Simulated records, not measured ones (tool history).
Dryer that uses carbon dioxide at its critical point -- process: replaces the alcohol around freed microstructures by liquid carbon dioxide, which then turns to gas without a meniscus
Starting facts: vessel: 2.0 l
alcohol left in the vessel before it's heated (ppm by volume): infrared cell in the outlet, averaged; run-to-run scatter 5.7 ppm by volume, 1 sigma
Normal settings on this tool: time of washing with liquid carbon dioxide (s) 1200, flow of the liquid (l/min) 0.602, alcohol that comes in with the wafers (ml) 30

| run | day | time of washing with liquid carbon dioxide (s) | flow of the liquid (l/min) | alcohol that comes in with the wafers (ml) | alcohol left in the vessel before it's heated (ppm by volume) |
|---|---|---|---|---|---|
| 1 | 0.000 | 1200 | 0.602 | 30 | 285 |
| 2 | 0.292 | 1200 | 0.602 | 23 | 219 |
| 3 | 0.462 | 1200 | 0.846 | 30 | 82 |
| 4 | 0.812 | 1200 | 0.519 | 30 | 485 |
| 5 | 1.117 | 960 | 0.602 | 30 | 621 |
| 6 | 1.408 | 960 | 0.602 | 30 | 635 |
| 7 | 1.617 | 960 | 0.602 | 30 | 632 |
| 8 | 1.954 | 960 | 0.602 | 30 | 624 |
| 9 | 2.212 | 1560 | 0.602 | 30 | 110 |
| 10 | 2.462 | 1560 | 0.602 | 30 | 115 |
| 11 | 2.754 | 1560 | 0.602 | 30 | 118 |
|  | 2.858 | inlet filter changed |
| 12 | 3.125 | 1560 | 0.602 | 30 | 84 |
| 13 | 3.312 | 1680 | 0.602 | 30 | 68 |
| 14 | 3.500 | 1200 | 0.602 | 25 | 181 |
| 15 | 3.808 | 1200 | 0.602 | 25 | 190 |
| 16 | 4.062 | 1200 | 0.602 | 30 | 221 |
| 17 | 4.296 | 1200 | 0.602 | 30 | 212 |
| 18 | 4.600 | 1200 | 0.602 | 30 | 228 |
| 19 | 4.933 | 1200 | 0.602 | 30 | 229 |
| 20 | 5.146 | 1200 | 0.602 | 30 | 224 |
| 21 | 5.417 | 1200 | 0.602 | 30 | 224 |
| 22 | 5.708 | 1200 | 0.602 | 30 | 236 |
| 23 | 5.929 | 1200 | 0.602 | 33 | 253 |
| 24 | 6.283 | 900 | 0.602 | 30 | 601 |
| 25 | 6.462 | 900 | 0.602 | 65 | 1261 |
| 26 | 6.758 | 1620 | 0.547 | 52 | 166 |
| 27 | 7.054 | 780 | 0.602 | 53 | 1584 |
| 28 | 7.388 | 960 | 0.602 | 25 | 444 |
| 29 | 7.600 | 720 | 0.701 | 54 | 1330 |
| 30 | 7.967 | 1200 | 0.461 | 30 | 619 |
| 31 | 8.158 | 1560 | 0.602 | 100 | 224 |
| 32 | 8.538 | 960 | 0.602 | 30 | 524 |
| 33 | 8.733 | 1560 | 0.558 | 71 | 249 |
| 34 | 9.083 | 840 | 0.730 | 44 | 613 |
| 35 | 9.408 | 840 | 0.730 | 44 | 625 |
| 36 | 9.783 | 1140 | 1.010 | 30 | 71 |
| 37 | 10.179 | 1380 | 0.732 | 30 | 84 |
| 38 | 10.538 | 1200 | 0.602 | 103 | 789 |
| 39 | 10.775 | 1200 | 0.602 | 103 | 790 |
| 40 | 10.971 | 1200 | 0.602 | 103 | 792 |
| 41 | 11.246 | 1200 | 0.796 | 118 | 261 |
| 42 | 11.475 | 1200 | 0.450 | 95 | 2042 |
| 43 | 11.850 | 1440 | 0.492 | 75 | 643 |
| 44 | 12.067 | 1860 | 0.602 | 30 | 74 |
| 45 | 12.275 | 960 | 0.511 | 57 | 1631 |
| 46 | 12.554 | 1140 | 0.487 | 30 | 636 |
| 47 | 12.783 | 1380 | 0.485 | 105 | 1111 |

Consider 3 possible next runs. They are alternatives, not a sequence: every one starts from the tool as it was left by run 47. What does each give?
| A | 13.158 | 1860 | 0.485 | 34 | ? |
| B | 13.158 | 1920 | 0.664 | 54 | ? |
| C | 13.158 | 1380 | 0.485 | 56 | ? |

| run | alcohol left in the vessel before it's heated (ppm by volume) |
|---|---|
| A | 149 |
| B | 80 |
| C | 618 |
Take away the tool's hidden state, keep each run's random variation, and the runs would have read:
| run | alcohol left in the vessel before it's heated (ppm by volume) |
|---|---|
| A | 68 |
| B | 17 |
| C | 446 |
